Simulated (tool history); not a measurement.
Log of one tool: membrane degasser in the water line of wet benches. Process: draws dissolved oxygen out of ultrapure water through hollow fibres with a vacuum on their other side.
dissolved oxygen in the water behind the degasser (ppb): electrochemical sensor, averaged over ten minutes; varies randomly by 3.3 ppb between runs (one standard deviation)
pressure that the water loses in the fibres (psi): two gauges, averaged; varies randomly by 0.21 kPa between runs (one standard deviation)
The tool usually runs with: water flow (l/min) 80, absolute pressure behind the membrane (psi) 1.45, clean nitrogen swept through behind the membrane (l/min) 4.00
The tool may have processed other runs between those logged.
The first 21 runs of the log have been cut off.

run	hour	water flow (l/min)	absolute pressure behind the membrane (psi)	clean nitrogen swept through behind the membrane (l/min)	hours since the membrane was changed	hours since the vacuum gauge was calibrated	hours since the vacuum lines were made tight	dissolved oxygen in the water behind the degasser (ppb)	pressure that the water loses in the fibres (psi)
22	1602.1	80	1.58	9.25	2526	3998	1069	186.6	7.073
23	1689.0	86	1.58	10.99	2613	4085	1156	183.9	7.542
24	1778.0	50	1.58	2.33	2702	4174	1245	355.2	4.428
# hour 1828.2: gauge calibrated
25	1832.5	77	3.50	1.72	2756	4229	1299	1565.7	6.942
26	1930.9	112	1.45	3.10	2855	4327	1398	590.1	10.121
27	2027.6	124	1.45	4.00	2952	4424	1494	586.9	11.133
28	2120.9	124	1.45	4.00	3045	4517	1587	577.7	11.095
29	2204.5	126	1.45	4.16	3128	4600	1671	590.8	11.313
30	2284.1	50	2.65	9.80	3208	4680	1751	187.9	4.511
31	2352.6	81	3.60	2.33	3277	4749	1819	1363.0	7.262
32	2404.8	55	1.26	2.43	3329	4801	1871	273.4	4.956

Consider 3 possible next runs. They are alternatives, not a sequence: every one starts from the tool as it was left by run 32. What does each give?
A	2488.2	55	1.26	2.94	3412	4884	1955	?	?
B	2488.2	116	2.52	1.80	3412	4884	1955	?	?
C	2488.2	80	1.45	2.78	3412	4884	1955	?	?

run	dissolved oxygen in the water behind the degasser (ppb)	pressure that the water loses in the fibres (psi)
A	228.5	4.939
B	1498.5	10.389
C	429.1	7.184
With the hidden condition removed and each run's random variation left untouched, the same runs would have given:
run	dissolved oxygen in the water behind the degasser (ppb)	pressure that the water loses in the fibres (psi)
A	228.1	4.983
B	1497.7	10.483
C	428.5	7.249
